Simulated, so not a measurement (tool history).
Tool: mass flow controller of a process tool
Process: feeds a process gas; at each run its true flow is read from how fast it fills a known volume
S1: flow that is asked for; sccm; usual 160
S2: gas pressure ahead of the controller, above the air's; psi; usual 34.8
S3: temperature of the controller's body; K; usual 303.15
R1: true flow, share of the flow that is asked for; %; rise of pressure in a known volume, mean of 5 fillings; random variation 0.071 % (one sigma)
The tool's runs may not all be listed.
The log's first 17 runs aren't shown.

run	hour	S1	S2	S3	R1
18	6119.1	28	34.8	303.15	98.84
19	6556.9	28	34.8	303.15	98.71
20	6778.3	160	34.8	303.15	100
21	7049	160	34.8	303.15	99.98
22	7566.9	68	34.8	303.15	99.08
23	8049.9	68	34.8	303.15	99.1
24	8383	28	22	308.15	99.5
25	8663.1	28	22	308.15	99.58
26	9126.7	34	28.6	302.15	98.87
27	9530.7	46	27.3	298.15	98.64
# hour 9670: controller's zero set anew
28	9895.2	160	34.1	300.15	99.77
29	10109.2	160	34.8	306.15	100.32
30	10456.6	126	22.3	311.15	100.56
31	10718.6	21	38.9	302.15	98.46
32	11115.5	175	21	303.15	100.38
33	11539.4	42	28.3	306.15	99.32
34	11990.4	44	33.8	303.15	98.9
35	12243.4	83	35.1	302.15	99.22
36	12497.3	94	35.5	302.15	99.12
37	12917.2	21	38	311.15	99.39
38	13427.7	21	38	311.15	99.41
39	13923	160	23.6	309.15	100.7
40	14274	94	30.7	297.15	98.84
41	14668.7	177	34.8	303.15	100.08

The next listed run, before its measurement:
42	15101.7	36	37.3	311.15	?

{"run 42": {"R1": 99.55}}
Without the tool's hidden state the same run would have given R1 99.55 %.

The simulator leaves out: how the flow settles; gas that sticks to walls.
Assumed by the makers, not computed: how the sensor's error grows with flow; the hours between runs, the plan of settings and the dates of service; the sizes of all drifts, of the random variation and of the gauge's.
